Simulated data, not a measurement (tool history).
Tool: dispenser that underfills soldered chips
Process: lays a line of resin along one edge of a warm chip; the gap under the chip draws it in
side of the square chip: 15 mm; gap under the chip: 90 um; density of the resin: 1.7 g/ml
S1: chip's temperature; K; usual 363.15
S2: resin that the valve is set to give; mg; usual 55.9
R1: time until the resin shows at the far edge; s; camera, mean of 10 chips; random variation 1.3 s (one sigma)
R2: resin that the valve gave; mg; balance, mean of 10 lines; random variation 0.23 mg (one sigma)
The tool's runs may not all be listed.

{"run": 1, "hour": 0.0, "S1": 363.15, "S2": 55.9, "R1": 198.0, "R2": 53.64}
{"hour": 4.7, "done": "new syringe of resin"}
{"run": 2, "hour": 5.7, "S1": 363.15, "S2": 71.2, "R1": 133.7, "R2": 68.94}
{"run": 3, "hour": 9.9, "S1": 363.15, "S2": 71.2, "R1": 159.1, "R2": 68.08}
{"run": 4, "hour": 14.1, "S1": 363.15, "S2": 71.2, "R1": 191.4, "R2": 68.36}
{"hour": 19.7, "done": "new syringe of resin"}
{"run": 5, "hour": 20.8, "S1": 363.15, "S2": 55.9, "R1": 134.3, "R2": 53.62}
{"run": 6, "hour": 27.7, "S1": 363.15, "S2": 55.9, "R1": 179.0, "R2": 52.86}
{"hour": 34.6, "done": "new syringe of resin"}
{"run": 7, "hour": 36.6, "S1": 363.15, "S2": 55.9, "R1": 144.1, "R2": 52.56}
{"run": 8, "hour": 40.2, "S1": 363.15, "S2": 55.9, "R1": 164.7, "R2": 52.72}
{"run": 9, "hour": 47.3, "S1": 363.15, "S2": 55.9, "R1": 229.0, "R2": 52.56}
{"hour": 49.7, "done": "new syringe of resin"}
{"run": 10, "hour": 55.8, "S1": 363.15, "S2": 55.9, "R1": 169.6, "R2": 52.45}
{"run": 11, "hour": 61.0, "S1": 363.15, "S2": 55.9, "R1": 211.2, "R2": 52.08}
{"hour": 65.0, "done": "new syringe of resin"}
{"run": 12, "hour": 66.6, "S1": 363.15, "S2": 55.9, "R1": 134.2, "R2": 51.76}
{"run": 13, "hour": 73.8, "S1": 363.15, "S2": 55.9, "R1": 190.6, "R2": 51.49}
{"run": 14, "hour": 78.7, "S1": 363.15, "S2": 55.9, "R1": 237.1, "R2": 52.03}
{"hour": 80.5, "done": "new syringe of resin"}
{"run": 15, "hour": 84.0, "S1": 363.15, "S2": 55.9, "R1": 145.8, "R2": 51.31}
{"run": 16, "hour": 88.2, "S1": 358.15, "S2": 59.6, "R1": 220.6, "R2": 54.61}
{"run": 17, "hour": 93.0, "S1": 358.15, "S2": 66.4, "R1": 275.1, "R2": 61.04}
{"hour": 95.7, "done": "new syringe of resin"}
{"hour": 98.6, "done": "dispensing valve cleaned and set on the balance"}
{"run": 18, "hour": 101.7, "S1": 358.15, "S2": 66.4, "R1": 189.2, "R2": 66.32}
{"run": 19, "hour": 110.3, "S1": 358.15, "S2": 66.4, "R1": 288.4, "R2": 65.81}
{"hour": 111.6, "done": "new syringe of resin"}
{"run": 20, "hour": 116.8, "S1": 377.15, "S2": 54.8, "R1": 84.4, "R2": 54.45}
{"run": 21, "hour": 121.9, "S1": 372.15, "S2": 72.5, "R1": 129.3, "R2": 71.72}
{"hour": 126.6, "done": "new syringe of resin"}
{"run": 22, "hour": 130.6, "S1": 370.15, "S2": 71.0, "R1": 107.7, "R2": 70.32}
{"run": 23, "hour": 139.0, "S1": 361.15, "S2": 61.9, "R1": 235.7, "R2": 61.15}
{"hour": 141.6, "done": "new syringe of resin"}
{"run": 24, "hour": 145.3, "S1": 370.15, "S2": 68.5, "R1": 106.3, "R2": 66.57}
{"run": 25, "hour": 149.4, "S1": 370.15, "S2": 49.9, "R1": 128.2, "R2": 48.5}
{"run": 26, "hour": 153.1, "S1": 350.15, "S2": 49.9, "R1": 418.3, "R2": 48.38}
{"hour": 156.6, "done": "new syringe of resin"}
{"run": 27, "hour": 160.5, "S1": 350.15, "S2": 49.9, "R1": 283.1, "R2": 47.94}

Forecast each of these 4 alternatives for the next run:
{"run": "A", "hour": 168.1, "S1": 363.15, "S2": 65.7, "R1": "?", "R2": "?"}
{"run": "B", "hour": 168.1, "S1": 363.15, "S2": 72.5, "R1": "?", "R2": "?"}
{"run": "C", "hour": 168.1, "S1": 365.15, "S2": 58.0, "R1": "?", "R2": "?"}
{"run": "D", "hour": 168.1, "S1": 357.15, "S2": 55.9, "R1": "?", "R2": "?"}

run=A R1=204.6 R2=63.01
run=B R1=202.5 R2=69.35
run=C R1=189.5 R2=55.52
run=D R1=274.0 R2=53.73
Without the tool's hidden state the same runs would have given:
run=A R1=125.8 R2=65.49
run=B R1=124.7 R2=72.07
run=C R1=116.3 R2=57.70
run=D R1=168.4 R2=55.84

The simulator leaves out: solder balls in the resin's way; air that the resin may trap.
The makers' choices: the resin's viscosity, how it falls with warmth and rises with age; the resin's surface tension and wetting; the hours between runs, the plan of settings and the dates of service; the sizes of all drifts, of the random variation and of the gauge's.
